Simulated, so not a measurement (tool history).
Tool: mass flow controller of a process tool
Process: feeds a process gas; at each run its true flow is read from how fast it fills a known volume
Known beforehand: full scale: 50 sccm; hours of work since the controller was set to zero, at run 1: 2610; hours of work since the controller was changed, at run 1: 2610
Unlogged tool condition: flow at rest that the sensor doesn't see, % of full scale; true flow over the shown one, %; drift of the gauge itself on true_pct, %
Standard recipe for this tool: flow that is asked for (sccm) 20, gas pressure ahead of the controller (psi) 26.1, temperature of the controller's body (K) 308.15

| run | hour | flow that is asked for (sccm) | gas pressure ahead of the controller (psi) | temperature of the controller's body (K) | hours of work since the controller was set to zero | hours of work since the controller was changed | true flow (%) |
|---|---|---|---|---|---|---|---|
| 1 | 0 | 20 | 26.1 | 308.15 | 2610 | 2610 | 98.1 |
| 2 | 440.6 | 20 | 26.1 | 308.15 | 2826 | 2826 | 97.93 |
| 3 | 969 | 20 | 26.1 | 308.15 | 3085 | 3085 | 97.75 |
| 4 | 1358.4 | 20 | 26.1 | 308.15 | 3276 | 3276 | 97.88 |
| 5 | 1882.5 | 20 | 26.1 | 308.15 | 3532 | 3532 | 97.73 |
| 6 | 2288.5 | 20 | 26.1 | 308.15 | 3731 | 3731 | 97.58 |
| 7 | 2690.1 | 20 | 26.1 | 308.15 | 3928 | 3928 | 97.58 |
| 8 | 2975 | 20 | 26.1 | 308.15 | 4068 | 4068 | 97.56 |
|  | 3202.6 | controller's zero set anew |
| 9 | 3252.1 | 20 | 26.1 | 308.15 | 24 | 4203 | 95.94 |
| 10 | 3584.4 | 20 | 26.1 | 308.15 | 187 | 4366 | 96.07 |
| 11 | 4166.6 | 20 | 26.1 | 308.15 | 472 | 4651 | 95.83 |
| 12 | 4488 | 20 | 26.1 | 301.15 | 630 | 4809 | 96.12 |
| 13 | 4985.9 | 20 | 26.1 | 308.15 | 874 | 5052 | 95.73 |
| 14 | 5316.8 | 20 | 33.6 | 308.15 | 1036 | 5215 | 95.26 |
| 15 | 5668.6 | 20 | 33.6 | 308.15 | 1208 | 5387 | 95.22 |
| 16 | 6066.1 | 20 | 33.6 | 308.15 | 1403 | 5582 | 95.18 |
| 17 | 6497.8 | 20 | 26.1 | 304.15 | 1614 | 5793 | 95.7 |
| 18 | 6791.1 | 33 | 26.1 | 308.15 | 1758 | 5937 | 95.7 |
| 19 | 7164.1 | 33 | 26.1 | 308.15 | 1941 | 6119 | 95.42 |
| 20 | 7601.3 | 33 | 26.1 | 308.15 | 2155 | 6334 | 95.49 |
| 21 | 7994.6 | 9 | 26.1 | 307.15 | 2347 | 6526 | 96.03 |
| 22 | 8483.1 | 9 | 26.1 | 302.15 | 2587 | 6766 | 96.18 |
|  | 8700.3 | controller exchanged for a calibrated one |
| 23 | 8841.8 | 20 | 24.1 | 300.15 | 69 | 69 | 99.27 |
| 24 | 9213.2 | 20 | 24.1 | 300.15 | 251 | 251 | 99.12 |
| 25 | 9622.6 | 12 | 26.1 | 294.15 | 452 | 452 | 99 |
| 26 | 9971 | 9 | 40.5 | 299.15 | 622 | 622 | 98.05 |
| 27 | 10520.9 | 9 | 40.5 | 299.15 | 892 | 892 | 98.03 |
| 28 | 10769.8 | 9 | 40.5 | 299.15 | 1014 | 1014 | 98.03 |
| 29 | 11161.3 | 9 | 20.9 | 299.15 | 1206 | 1206 | 99.16 |
| 30 | 11445.9 | 24 | 24.5 | 313.15 | 1345 | 1345 | 98.48 |
| 31 | 12016 | 24 | 24.5 | 313.15 | 1624 | 1624 | 98.25 |
| 32 | 12265 | 24 | 24.5 | 313.15 | 1746 | 1746 | 98.19 |
| 33 | 12726.2 | 27 | 36.5 | 297.15 | 1972 | 1972 | 98.18 |
| 34 | 13129.8 | 6 | 31.9 | 294.15 | 2170 | 2170 | 99.46 |
| 35 | 13628.1 | 28 | 23.4 | 310.15 | 2414 | 2414 | 98.17 |
| 36 | 14177.5 | 9 | 40.6 | 312.15 | 2683 | 2683 | 97.78 |
| 37 | 14516 | 9 | 40.6 | 312.15 | 2849 | 2849 | 97.71 |
| 38 | 14924.8 | 22 | 30.7 | 308.15 | 3049 | 3049 | 97.61 |
| 39 | 15365.7 | 22 | 30.7 | 308.15 | 3265 | 3265 | 97.41 |
| 40 | 15921.7 | 23 | 26.1 | 296.15 | 3537 | 3537 | 98.25 |

What if the next run were any one of these 5? Each begins from the tool's condition after run 40:
| A | 16348.3 | 20 | 21.3 | 308.15 | 3746 | 3746 | ? |
| B | 16348.3 | 19 | 29 | 301.15 | 3746 | 3746 | ? |
| C | 16348.3 | 6 | 31.2 | 298.15 | 3746 | 3746 | ? |
| D | 16348.3 | 19 | 21 | 312.15 | 3746 | 3746 | ? |
| E | 16348.3 | 23 | 35.7 | 296.15 | 3746 | 3746 | ? |

| run | true flow (%) |
|---|---|
| A | 97.91 |
| B | 97.71 |
| C | 100.4 |
| D | 97.83 |
| E | 97.56 |
Take away the tool's hidden state, keep each run's random variation, and the runs would have read:
| run | true flow (%) |
|---|---|
| A | 98.98 |
| B | 98.71 |
| C | 98.46 |
| D | 98.83 |
| E | 98.8 |

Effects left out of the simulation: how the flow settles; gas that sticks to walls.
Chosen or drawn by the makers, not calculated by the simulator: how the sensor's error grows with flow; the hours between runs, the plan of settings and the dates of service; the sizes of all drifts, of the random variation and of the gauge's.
